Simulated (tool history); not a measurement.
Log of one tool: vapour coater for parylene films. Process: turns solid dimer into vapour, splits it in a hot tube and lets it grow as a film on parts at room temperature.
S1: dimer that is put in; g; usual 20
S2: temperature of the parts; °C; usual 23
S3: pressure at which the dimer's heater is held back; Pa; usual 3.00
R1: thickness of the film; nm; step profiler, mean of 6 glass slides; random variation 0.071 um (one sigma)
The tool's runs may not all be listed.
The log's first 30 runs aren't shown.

run,hour,S1,S2,S3,R1
31,1129.4,14,23,3.00,6650
# hour 1157.4: trap's valve overhauled
32,1172.7,14,23,3.00,6800
33,1196.2,12,17,4.89,7230
34,1231.7,20,33,6.17,5460
35,1275.0,22,17,6.66,12590
36,1313.1,22,17,6.66,12670
37,1359.7,22,17,11.94,11560
38,1390.5,13,24,11.94,4910
39,1422.0,13,24,11.94,4930
40,1467.0,32,32,10.25,8510
41,1516.7,12,23,6.95,5190
42,1538.6,12,23,6.95,5150
43,1580.6,32,27,2.57,13160
44,1622.5,35,27,2.57,14430
45,1660.5,20,17,3.00,12950
46,1703.6,16,18,7.63,8610

5 ways to go on from here, each from the tool as it stands after run 46. What would each give?
A,1755.1,8,18,7.83,?
B,1755.1,19,27,3.17,?
C,1755.1,20,33,11.76,?
D,1755.1,33,24,5.73,?
E,1755.1,19,18,8.73,?

run,R1
A,4280
B,7570
C,4950
D,13940
E,10090
Without the tool's hidden state the same runs would have given:
run,R1
A,4300
B,7590
C,4970
D,13990
E,10130

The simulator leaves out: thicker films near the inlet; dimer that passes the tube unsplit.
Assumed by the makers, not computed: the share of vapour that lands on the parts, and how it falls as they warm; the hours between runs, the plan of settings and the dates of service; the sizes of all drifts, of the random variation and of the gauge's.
